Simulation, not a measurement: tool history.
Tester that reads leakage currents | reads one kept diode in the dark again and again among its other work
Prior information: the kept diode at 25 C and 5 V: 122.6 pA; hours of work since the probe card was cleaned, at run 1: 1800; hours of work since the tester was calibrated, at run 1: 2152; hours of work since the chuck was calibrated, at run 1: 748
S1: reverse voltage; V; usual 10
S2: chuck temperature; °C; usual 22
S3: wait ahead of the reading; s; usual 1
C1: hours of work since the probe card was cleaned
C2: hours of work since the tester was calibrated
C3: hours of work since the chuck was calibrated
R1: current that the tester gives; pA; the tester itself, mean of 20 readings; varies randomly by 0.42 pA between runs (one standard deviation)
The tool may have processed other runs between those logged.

run     day   S1  S2    S3    C1    C2    C3       R1
  1       0   10  22     1  1800  2152   748   154.84
  2   1.788   10  50     1  1827  2179   775  1800.45
  3   3.229   10  50  8.49  1849  2201   797  1803.56
  4   5.612  7.9  22     1  1885  2237   833   134.93
  5   7.738   10  22     1  1917  2269   865    156.3
  6   9.212   10  22     1  1940  2292   888   157.13
  7  12.608   10  22     1  1991  2343   939   157.98
  8  14.308   10  22     1  2017  2369   965   157.84
  9  16.646   10  22     1  2052  2404  1000   159.15
 10  18.929   10  22     1  2087  2439  1035   159.85
 11  20.721   10  22     1  2114  2466  1062   159.95
 12  23.021   10  32     1  2149  2501  1097   393.82
 13    26.1   10  32     1  2196  2548  1144   396.12
 14  28.762   10  32     1  2236  2588  1184   397.43
 15  32.125   10  32     1  2287  2639  1235   395.82
     34.783  -- probe card cleaned and baked
 16  34.792   10  22     1     0  2677  1273   171.25
 17  36.671   10  22     1    29  2706  1302   172.34
 18  38.792   10  22     1    61  2738  1334   172.43
 19    42.1  2.7  35     1   111  2788  1384   237.68
     44.512  -- chuck's temperature calibrated
 20  44.512  2.7  35     1   146  2824     0   224.48
 21  47.317  2.7  20  0.32   189  2866    42    59.56
 22  49.812  2.7  20  0.32   226  2904    80     59.5
 23  52.992  9.8  56     1   275  2952   128  2830.32

Expected results for the next run?
     53.858  -- probe card cleaned and baked, once more
 24  56.596  10  51  0.31  41  3005  181   ?

Run 24 yielded R1 1913.69 pA.
On a tool with no hidden condition, and with the same random variation, this run would have come out at R1 1884.83 pA.
